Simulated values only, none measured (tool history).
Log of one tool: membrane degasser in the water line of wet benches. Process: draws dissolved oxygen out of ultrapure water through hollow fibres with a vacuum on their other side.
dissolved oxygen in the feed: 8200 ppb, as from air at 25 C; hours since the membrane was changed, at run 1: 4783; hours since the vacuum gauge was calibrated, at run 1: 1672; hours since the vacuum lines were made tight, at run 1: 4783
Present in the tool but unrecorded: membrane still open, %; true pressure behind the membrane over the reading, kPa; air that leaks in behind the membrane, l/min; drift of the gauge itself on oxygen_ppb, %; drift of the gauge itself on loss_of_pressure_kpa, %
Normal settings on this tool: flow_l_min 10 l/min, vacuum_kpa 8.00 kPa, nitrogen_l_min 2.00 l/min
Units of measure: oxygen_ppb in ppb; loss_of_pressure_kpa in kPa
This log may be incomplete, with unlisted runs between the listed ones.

| run | hour | flow_l_min | vacuum_kpa | nitrogen_l_min | hours since the membrane was changed | hours since the vacuum gauge was calibrated | hours since the vacuum lines were made tight | oxygen_ppb | loss_of_pressure_kpa |
|---|---|---|---|---|---|---|---|---|---|
| 1 | 0.0 | 10 | 8.00 | 2.00 | 4783 | 1672 | 4783 | 69.1 | 54.60 |
| 2 | 108.9 | 10 | 8.00 | 2.00 | 4892 | 1781 | 4892 | 70.5 | 54.92 |
| 3 | 250.6 | 10 | 11.80 | 2.00 | 5034 | 1922 | 5034 | 114.7 | 54.48 |
| 4 | 452.1 | 10 | 11.80 | 2.00 | 5235 | 2124 | 5235 | 116.9 | 54.17 |
| 5 | 598.8 | 10 | 8.00 | 2.00 | 5382 | 2271 | 5382 | 68.3 | 54.75 |
| 6 | 758.2 | 8 | 8.00 | 2.00 | 5541 | 2430 | 5541 | 50.7 | 43.89 |
| 7 | 916.9 | 8 | 8.00 | 2.00 | 5700 | 2589 | 5700 | 51.0 | 43.95 |
|  | 957.0 | seals of the vacuum lines changed |
| 8 | 1067.2 | 8 | 8.00 | 2.00 | 5849 | 2737 | 110 | 52.2 | 43.97 |
| 9 | 1302.5 | 8 | 8.00 | 2.00 | 6084 | 2972 | 346 | 52.1 | 43.88 |
| 10 | 1400.2 | 8 | 8.00 | 2.00 | 6181 | 3070 | 443 | 51.9 | 43.81 |
| 11 | 1604.9 | 10 | 9.96 | 2.00 | 6386 | 3275 | 648 | 93.3 | 55.22 |
| 12 | 1836.3 | 10 | 9.96 | 2.00 | 6618 | 3506 | 879 | 94.8 | 55.24 |
| 13 | 1947.0 | 10 | 8.00 | 2.00 | 6728 | 3617 | 990 | 69.7 | 55.16 |
| 14 | 2046.3 | 10 | 13.82 | 2.00 | 6828 | 3716 | 1089 | 141.2 | 55.15 |
| 15 | 2213.6 | 10 | 13.82 | 2.00 | 6995 | 3883 | 1257 | 139.4 | 54.93 |
| 16 | 2394.0 | 10 | 13.82 | 2.00 | 7175 | 4064 | 1437 | 140.5 | 55.03 |
| 17 | 2619.3 | 10 | 13.82 | 2.00 | 7401 | 4289 | 1662 | 139.8 | 55.35 |
| 18 | 2810.7 | 10 | 5.23 | 1.07 | 7592 | 4480 | 1854 | 56.7 | 55.46 |
| 19 | 2954.4 | 10 | 5.23 | 1.07 | 7736 | 4624 | 1997 | 56.5 | 55.55 |
| 20 | 3088.3 | 12 | 8.00 | 1.50 | 7870 | 4758 | 2131 | 113.6 | 66.55 |
|  | 3148.5 | vacuum gauge calibrated |
| 21 | 3257.0 | 8 | 8.00 | 2.00 | 8038 | 108 | 2299 | 51.0 | 44.34 |
| 22 | 3436.9 | 8 | 8.00 | 4.48 | 8218 | 288 | 2479 | 25.9 | 44.19 |
| 23 | 3574.1 | 16 | 5.55 | 4.48 | 8355 | 426 | 2617 | 77.4 | 88.57 |
| 24 | 3746.1 | 15 | 5.47 | 3.62 | 8527 | 598 | 2789 | 69.2 | 83.43 |
| 25 | 3870.1 | 11 | 8.77 | 4.93 | 8651 | 722 | 2913 | 47.6 | 61.03 |
| 26 | 4006.6 | 11 | 16.62 | 2.02 | 8787 | 858 | 3049 | 185.8 | 61.84 |
|  | 4243.9 | gauge calibrated |
| 27 | 4243.9 | 11 | 14.55 | 1.44 | 9025 | 1095 | 3286 | 222.5 | 59.82 |
| 28 | 4392.4 | 11 | 14.55 | 1.44 | 9173 | 1244 | 3435 | 221.0 | 60.09 |
| 29 | 4502.0 | 11 | 14.55 | 1.44 | 9283 | 1353 | 3545 | 221.0 | 60.28 |
| 30 | 4629.2 | 9 | 15.61 | 3.83 | 9410 | 1481 | 3672 | 80.4 | 49.25 |
| 31 | 4825.9 | 9 | 15.61 | 3.83 | 9607 | 1677 | 3868 | 81.0 | 49.34 |
| 32 | 5064.5 | 10 | 8.00 | 2.67 | 9845 | 1916 | 4107 | 54.8 | 54.82 |
| 33 | 5298.5 | 9 | 6.11 | 2.00 | 10079 | 2150 | 4341 | 39.4 | 49.28 |

3 ways to go on from here, each from the tool as it stands after run 33. What would each give?
| A | 5437.3 | 6 | 7.22 | 4.24 | 10218 | 2289 | 4480 | ? | ? |
| B | 5437.3 | 7 | 8.00 | 2.00 | 10218 | 2289 | 4480 | ? | ? |
| C | 5437.3 | 9 | 16.94 | 2.00 | 10218 | 2289 | 4480 | ? | ? |

| run | oxygen_ppb | loss_of_pressure_kpa |
|---|---|---|
| A | 15.7 | 32.81 |
| B | 44.4 | 38.75 |
| C | 153.0 | 49.70 |
The same runs, with their run-to-run variation unchanged, on a tool lacking any hidden condition would have given:
| run | oxygen_ppb | loss_of_pressure_kpa |
|---|---|---|
| A | 15.6 | 32.56 |
| B | 44.3 | 38.46 |
| C | 152.8 | 49.34 |

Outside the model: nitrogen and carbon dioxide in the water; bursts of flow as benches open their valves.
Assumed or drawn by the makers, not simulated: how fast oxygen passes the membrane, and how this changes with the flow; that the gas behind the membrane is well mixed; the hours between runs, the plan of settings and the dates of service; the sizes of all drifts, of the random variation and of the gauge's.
